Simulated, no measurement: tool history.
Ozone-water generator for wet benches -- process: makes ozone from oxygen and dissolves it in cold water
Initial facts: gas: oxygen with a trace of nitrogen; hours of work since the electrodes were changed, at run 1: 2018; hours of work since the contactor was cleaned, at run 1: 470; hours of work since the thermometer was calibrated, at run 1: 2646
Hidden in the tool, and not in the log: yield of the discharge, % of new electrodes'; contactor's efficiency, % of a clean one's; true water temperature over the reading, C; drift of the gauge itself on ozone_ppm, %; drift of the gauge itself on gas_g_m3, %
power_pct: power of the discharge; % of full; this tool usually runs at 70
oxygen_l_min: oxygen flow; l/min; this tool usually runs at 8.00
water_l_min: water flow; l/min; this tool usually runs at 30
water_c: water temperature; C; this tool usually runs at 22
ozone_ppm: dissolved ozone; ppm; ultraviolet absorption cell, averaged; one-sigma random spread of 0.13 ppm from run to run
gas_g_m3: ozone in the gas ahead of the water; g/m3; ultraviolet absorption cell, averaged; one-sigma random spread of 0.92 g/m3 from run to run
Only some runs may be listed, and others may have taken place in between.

run,hour,power_pct,oxygen_l_min,water_l_min,water_c,hours of work since the electrodes were changed,hours of work since the contactor was cleaned,hours of work since the thermometer was calibrated,ozone_ppm,gas_g_m3
1,0.0,70,8.00,30,22,2018,470,2646,17.1,147.5
2,62.3,70,8.00,30,22,2057,510,2685,17.0,147.6
3,143.2,70,8.00,30,22,2108,560,2735,16.9,148.4
4,253.6,70,8.00,30,22,2177,629,2805,16.8,146.0
5,323.0,70,8.00,30,22,2220,673,2848,16.9,149.6
6,404.9,70,13.40,30,22,2272,724,2899,16.4,116.5
7,501.2,70,8.26,30,22,2332,785,2960,17.0,145.8
8,556.4,70,8.26,30,22,2367,819,2994,16.9,146.0
9,667.4,70,8.26,30,22,2436,889,3064,16.9,144.1
10,776.3,70,8.00,30,22,2504,957,3132,16.7,147.3
11,896.7,70,8.00,30,19,2580,1033,3208,17.3,146.4
12,1014.8,70,8.00,30,22,2654,1107,3282,16.6,147.3
13,1103.7,70,8.00,30,22,2710,1162,3337,16.6,146.4
14,1158.0,40,8.00,30,22,2744,1196,3371,12.7,112.6
15,1240.5,70,8.00,30,15,2795,1248,3423,18.2,146.2
16,1349.3,60,8.00,30,22,2864,1316,3491,15.4,135.0
17,1400.0,60,8.00,30,22,2895,1348,3523,15.2,134.8
18,1502.1,77,9.87,20,25,2959,1412,3587,20.3,137.8
19,1555.0,71,7.20,43,17,2992,1445,3620,13.2,153.8
20,1668.7,42,12.14,25,17,3064,1516,3692,15.8,92.5
21,1737.2,70,8.00,30,25,3107,1559,3734,15.5,145.8
22,1787.6,70,8.00,30,25,3138,1591,3766,15.5,145.2
23,1900.8,74,10.93,23,22,3209,1662,3837,19.2,127.9
# hour 1915.5: contactor cleaned
24,1973.3,40,6.41,40,17,3252,36,3880,10.0,122.7
25,2045.8,47,6.01,37,25,3298,82,3925,10.5,138.1
26,2142.4,69,6.49,37,20,3358,142,3986,13.6,158.5
27,2217.5,46,8.43,23,17,3405,189,4033,16.9,114.4
28,2274.3,46,8.43,23,17,3441,225,4069,17.0,115.0
29,2347.1,46,9.24,39,17,3486,270,4114,11.6,108.0
30,2453.3,46,9.24,39,17,3553,337,4181,11.6,109.7
31,2505.4,46,14.30,22,17,3586,370,4213,16.6,89.6
# hour 2596.4: contactor cleaned, once more
32,2612.6,75,4.25,46,19,3650,10,4278,10.9,200.2
33,2711.2,64,8.00,30,15,3712,72,4340,17.3,138.5
34,2810.4,91,8.99,30,24,3774,134,4402,18.0,152.9

Hidden state or all else? Some run-to-run changes of ozone_ppm, split into what the settings, what came in and random variation would give without the hidden state, and what is left for the hidden state (with any gauge scatter that isn't in both results):
Run 18 -> 19: power_pct 77 -> 71, oxygen_l_min 9.87 -> 7.20, water_l_min 20 -> 43, water_c 25 -> 17. ozone_ppm -7.1 ppm: hidden state +0.8, all else -7.9.
Run 23 -> 24: power_pct 74 -> 40, oxygen_l_min 10.93 -> 6.41, water_l_min 23 -> 40, water_c 22 -> 17, contactor cleaned. ozone_ppm -9.2 ppm: hidden state +1.0, all else -10.2.
Run 31 -> 32: power_pct 46 -> 75, oxygen_l_min 14.30 -> 4.25, water_l_min 22 -> 46, water_c 17 -> 19, contactor cleaned, once more. ozone_ppm -5.7 ppm: hidden state +0.8, all else -6.5.
Run 32 -> 33: power_pct 75 -> 64, oxygen_l_min 4.25 -> 8.00, water_l_min 46 -> 30, water_c 19 -> 15. ozone_ppm +6.4 ppm: hidden state -0.6, all else +7.0.
